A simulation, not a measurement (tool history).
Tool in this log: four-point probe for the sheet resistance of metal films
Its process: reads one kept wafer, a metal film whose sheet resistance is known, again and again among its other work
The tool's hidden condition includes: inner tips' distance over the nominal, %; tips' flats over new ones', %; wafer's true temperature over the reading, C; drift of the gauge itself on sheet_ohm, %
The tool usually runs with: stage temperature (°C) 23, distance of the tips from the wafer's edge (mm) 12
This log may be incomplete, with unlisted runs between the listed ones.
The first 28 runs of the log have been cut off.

| run | hour | stage temperature (°C) | distance of the tips from the wafer's edge (mm) | touches since the probe head was changed | hours of work since the stage's thermometer was calibrated | sheet resistance as the instrument gives it (ohm/square) |
|---|---|---|---|---|---|---|
| 29 | 1705.9 | 22 | 17 | 93982 | 1817 | 0.118082 |
| 30 | 1754.6 | 22 | 17 | 95329 | 1843 | 0.118073 |
| 31 | 1792.6 | 18 | 19 | 96380 | 1863 | 0.118108 |
| 32 | 1847.8 | 20 | 20 | 97908 | 1893 | 0.118048 |
| 33 | 1902.4 | 23 | 66 | 99421 | 1922 | 0.117739 |
| 34 | 1948.7 | 28 | 35 | 100702 | 1947 | 0.117684 |
| 35 | 2017.2 | 22 | 27 | 102598 | 1983 | 0.117862 |
| 36 | 2093.1 | 29 | 27 | 104698 | 2024 | 0.117745 |
| 37 | 2158 | 29 | 20 | 106495 | 2059 | 0.117841 |
|  | 2198.1 | stage's thermometer calibrated |
| 38 | 2206 | 25 | 9 | 107808 | 4 | 0.118946 |
|  | 2257.3 | new probe head fitted |
| 39 | 2275.8 | 27 | 9 | 512 | 41 | 0.11887 |

5 options for the next run, each taken on its own from the tool as it stands now. Forecast them:
| A | 2321 | 19 | 6 | 1764 | 65 | ? |
| B | 2321 | 24 | 67 | 1764 | 65 | ? |
| C | 2321 | 26 | 52 | 1764 | 65 | ? |
| D | 2321 | 20 | 6 | 1764 | 65 | ? |
| E | 2321 | 21 | 65 | 1764 | 65 | ? |

| run | sheet resistance as the instrument gives it (ohm/square) |
|---|---|
| A | 0.120548 |
| B | 0.117715 |
| C | 0.117724 |
| D | 0.120544 |
| E | 0.117764 |
The same runs, with their run-to-run variation unchanged, on a tool lacking any hidden condition would have given:
| run | sheet resistance as the instrument gives it (ohm/square) |
|---|---|
| A | 0.120557 |
| B | 0.117725 |
| C | 0.117734 |
| D | 0.120554 |
| E | 0.117774 |
